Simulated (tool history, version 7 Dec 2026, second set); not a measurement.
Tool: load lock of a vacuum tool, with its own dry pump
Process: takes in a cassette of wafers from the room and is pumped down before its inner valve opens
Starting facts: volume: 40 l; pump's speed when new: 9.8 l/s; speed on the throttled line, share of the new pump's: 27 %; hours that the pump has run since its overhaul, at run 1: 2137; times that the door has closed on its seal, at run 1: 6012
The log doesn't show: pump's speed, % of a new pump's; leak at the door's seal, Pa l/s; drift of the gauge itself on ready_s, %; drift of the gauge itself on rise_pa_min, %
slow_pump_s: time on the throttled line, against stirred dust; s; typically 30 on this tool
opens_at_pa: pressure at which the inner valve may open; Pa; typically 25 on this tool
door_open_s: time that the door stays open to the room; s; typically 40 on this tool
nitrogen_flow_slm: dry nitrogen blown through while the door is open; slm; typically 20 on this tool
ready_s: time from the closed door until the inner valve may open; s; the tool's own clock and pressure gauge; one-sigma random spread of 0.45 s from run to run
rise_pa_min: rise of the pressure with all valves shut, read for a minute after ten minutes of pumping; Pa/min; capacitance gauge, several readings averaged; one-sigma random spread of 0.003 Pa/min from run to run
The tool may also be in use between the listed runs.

| run | hour | slow_pump_s | opens_at_pa | door_open_s | nitrogen_flow_slm | hours that the pump has run since its overhaul | times that the door has closed on its seal | incoming humidity of the room's air, % | ready_s | rise_pa_min |
|---|---|---|---|---|---|---|---|---|---|---|
| 1 | 0.0 | 30 | 25 | 40 | 20 | 2137 | 6012 | 47.1 | 55.0 | 0.015 |
| 2 | 489.1 | 30 | 25 | 40 | 20 | 2626 | 6637 | 45.4 | 55.5 | 0.019 |
| 3 | 769.4 | 15 | 25 | 40 | 20 | 2907 | 6995 | 47.7 | 45.8 | 0.017 |
| 4 | 1335.1 | 15 | 25 | 40 | 20 | 3473 | 7718 | 47.8 | 45.4 | 0.018 |
| 5 | 1863.7 | 15 | 25 | 40 | 20 | 4001 | 8393 | 45.8 | 44.0 | 0.014 |
| 6 | 2204.0 | 30 | 25 | 40 | 20 | 4341 | 8828 | 44.8 | 56.2 | 0.023 |
| 7 | 2807.7 | 31 | 25 | 40 | 20 | 4945 | 9599 | 42.9 | 56.4 | 0.019 |
| 8 | 3251.9 | 31 | 25 | 40 | 20 | 5389 | 10166 | 43.5 | 56.3 | 0.017 |
| 9 | 3885.6 | 30 | 25 | 40 | 20 | 6023 | 10976 | 45.4 | 56.1 | 0.019 |
| 10 | 4483.8 | 30 | 25 | 81 | 20 | 6621 | 11740 | 43.0 | 56.2 | 0.028 |
| 11 | 5061.9 | 30 | 25 | 81 | 20 | 7199 | 12478 | 42.7 | 55.7 | 0.022 |
| 12 | 5539.3 | 30 | 25 | 81 | 20 | 7677 | 13088 | 46.7 | 56.1 | 0.023 |
| 13 | 5998.7 | 30 | 25 | 40 | 20 | 8136 | 13675 | 44.8 | 55.2 | 0.016 |
| 14 | 6511.6 | 30 | 25 | 40 | 20 | 8649 | 14330 | 45.2 | 55.3 | 0.020 |
| 15 | 7036.5 | 30 | 25 | 40 | 20 | 9174 | 15001 | 46.6 | 56.4 | 0.021 |
| 16 | 7447.3 | 21 | 25 | 40 | 20 | 9585 | 15526 | 48.0 | 49.5 | 0.024 |
| 17 | 8070.5 | 21 | 25 | 40 | 20 | 10208 | 16322 | 44.8 | 49.4 | 0.020 |
| 18 | 8608.7 | 21 | 25 | 40 | 20 | 10746 | 17009 | 46.5 | 49.9 | 0.020 |
| 19 | 9019.7 | 21 | 25 | 40 | 20 | 11157 | 17534 | 40.3 | 50.0 | 0.023 |
| 20 | 9377.1 | 21 | 25 | 40 | 20 | 11514 | 17991 | 48.5 | 50.0 | 0.022 |
| 21 | 9882.5 | 39 | 25 | 38 | 20 | 12020 | 18636 | 44.7 | 62.3 | 0.020 |
| 22 | 10495.2 | 39 | 25 | 38 | 20 | 12633 | 19419 | 46.3 | 62.8 | 0.015 |
| 23 | 10880.8 | 38 | 24 | 81 | 31 | 13018 | 19912 | 41.6 | 61.7 | 0.020 |
| 24 | 11459.6 | 38 | 20 | 81 | 45 | 13597 | 20651 | 45.4 | 62.6 | 0.018 |
| 25 | 11931.3 | 38 | 20 | 81 | 45 | 14069 | 21254 | 45.1 | 61.9 | 0.014 |
| 26 | 12537.7 | 38 | 42 | 81 | 45 | 14675 | 22028 | 46.2 | 61.0 | 0.017 |
| 27 | 12807.4 | 30 | 25 | 28 | 20 | 14945 | 22373 | 44.9 | 56.7 | 0.019 |
| 28 | 13191.9 | 30 | 25 | 28 | 20 | 15329 | 22864 | 43.6 | 55.3 | 0.018 |
| 29 | 13555.1 | 30 | 32 | 40 | 20 | 15692 | 23328 | 49.2 | 55.1 | 0.022 |
|  | 13863.0 | dry pump taken out, an overhauled one fitted |
| 30 | 14014.4 | 30 | 32 | 40 | 20 | 151 | 23907 | 45.2 | 54.9 | 0.021 |
| 31 | 14340.2 | 30 | 25 | 45 | 20 | 477 | 24323 | 42.5 | 56.0 | 0.018 |
| 32 | 14772.0 | 30 | 25 | 45 | 20 | 909 | 24875 | 47.0 | 55.4 | 0.018 |
| 33 | 15239.4 | 30 | 25 | 45 | 20 | 1376 | 25472 | 47.7 | 55.3 | 0.026 |
| 34 | 15667.6 | 30 | 20 | 223 | 20 | 1805 | 26019 | 44.8 | 55.9 | 0.033 |
| 35 | 16204.4 | 30 | 20 | 223 | 20 | 2341 | 26704 | 50.4 | 56.9 | 0.039 |
| 36 | 16559.2 | 30 | 21 | 89 | 6 | 2696 | 27158 | 43.3 | 57.5 | 0.047 |
| 37 | 16964.7 | 31 | 25 | 40 | 20 | 3102 | 27676 | 46.6 | 56.3 | 0.022 |

Predict each of these 4 candidate next runs independently; none follows another, all start after run 37:
| A | 17589.5 | 31 | 25 | 40 | 8 | 3726 | 28474 | 43.8 | ? | ? |
| B | 17589.5 | 30 | 18 | 141 | 20 | 3726 | 28474 | 46.1 | ? | ? |
| C | 17589.5 | 35 | 21 | 150 | 20 | 3726 | 28474 | 42.0 | ? | ? |
| D | 17589.5 | 46 | 42 | 40 | 13 | 3726 | 28474 | 43.8 | ? | ? |

| run | ready_s | rise_pa_min |
|---|---|---|
| A | 56.6 | 0.031 |
| B | 57.3 | 0.031 |
| C | 60.5 | 0.031 |
| D | 65.0 | 0.023 |
What these runs would have given with no unlogged condition in the tool:
| run | ready_s | rise_pa_min |
|---|---|---|
| A | 56.5 | 0.031 |
| B | 57.3 | 0.031 |
| C | 60.5 | 0.030 |
| D | 65.0 | 0.022 |
